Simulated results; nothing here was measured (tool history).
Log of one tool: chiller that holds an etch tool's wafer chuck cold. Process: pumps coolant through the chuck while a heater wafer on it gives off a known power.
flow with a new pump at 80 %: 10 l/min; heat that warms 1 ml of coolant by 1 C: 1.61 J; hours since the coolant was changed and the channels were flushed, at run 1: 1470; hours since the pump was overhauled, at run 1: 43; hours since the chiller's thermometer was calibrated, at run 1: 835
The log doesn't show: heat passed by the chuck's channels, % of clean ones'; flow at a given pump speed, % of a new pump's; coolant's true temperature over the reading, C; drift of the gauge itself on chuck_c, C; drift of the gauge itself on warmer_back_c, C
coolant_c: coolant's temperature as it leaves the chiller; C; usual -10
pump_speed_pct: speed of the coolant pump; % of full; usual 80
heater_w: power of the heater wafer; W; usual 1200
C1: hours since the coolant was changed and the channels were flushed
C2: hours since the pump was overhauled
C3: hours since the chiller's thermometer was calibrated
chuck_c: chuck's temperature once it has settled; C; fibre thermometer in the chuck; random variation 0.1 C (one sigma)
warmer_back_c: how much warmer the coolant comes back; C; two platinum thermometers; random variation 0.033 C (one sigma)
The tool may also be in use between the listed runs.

run 1 hour=0.0 | coolant_c=-10 pump_speed_pct=80 heater_w=1200 | C1=1470 C2=43 C3=835 | chuck_c=-1.0 warmer_back_c=4.45
run 2 hour=55.9 | coolant_c=-16 pump_speed_pct=80 heater_w=1200 | C1=1526 C2=98 C3=891 | chuck_c=-6.8 warmer_back_c=4.50
run 3 hour=84.2 | coolant_c=-10 pump_speed_pct=80 heater_w=1717 | C1=1554 C2=127 C3=919 | chuck_c=2.9 warmer_back_c=6.48
run 4 hour=127.6 | coolant_c=-10 pump_speed_pct=80 heater_w=714 | C1=1597 C2=170 C3=963 | chuck_c=-4.6 warmer_back_c=2.71
run 5 hour=181.5 | coolant_c=-10 pump_speed_pct=80 heater_w=714 | C1=1651 C2=224 C3=1017 | chuck_c=-4.7 warmer_back_c=2.70
run 6 hour=213.1 | coolant_c=-10 pump_speed_pct=80 heater_w=714 | C1=1683 C2=256 C3=1048 | chuck_c=-4.4 warmer_back_c=2.67
run 7 hour=240.4 | coolant_c=-10 pump_speed_pct=80 heater_w=714 | C1=1710 C2=283 C3=1076 | chuck_c=-4.5 warmer_back_c=2.66
run 8 hour=299.6 | coolant_c=-10 pump_speed_pct=80 heater_w=714 | C1=1769 C2=342 C3=1135 | chuck_c=-4.2 warmer_back_c=2.71
-- hour=303.1 chiller's thermometer calibrated
run 9 hour=360.0 | coolant_c=-10 pump_speed_pct=80 heater_w=714 | C1=1829 C2=402 C3=57 | chuck_c=-4.4 warmer_back_c=2.77
-- hour=389.3 chiller's thermometer calibrated, once more
run 10 hour=417.2 | coolant_c=-10 pump_speed_pct=80 heater_w=714 | C1=1885 C2=458 C3=28 | chuck_c=-4.6 warmer_back_c=2.64
run 11 hour=457.3 | coolant_c=-10 pump_speed_pct=80 heater_w=714 | C1=1925 C2=498 C3=68 | chuck_c=-4.5 warmer_back_c=2.70
run 12 hour=510.0 | coolant_c=-6 pump_speed_pct=64 heater_w=1006 | C1=1978 C2=550 C3=121 | chuck_c=2.7 warmer_back_c=4.78

The next listed run, before its measurement:
run 13 hour=537.1 | coolant_c=-10 pump_speed_pct=87 heater_w=1200 | C1=2005 C2=578 C3=148 | chuck_c=? warmer_back_c=?

chuck_c: -1.3 C
warmer_back_c: 4.10 C
Without the tool's hidden state the same run would have given chuck_c -1.7 C, warmer_back_c 4.07 C.
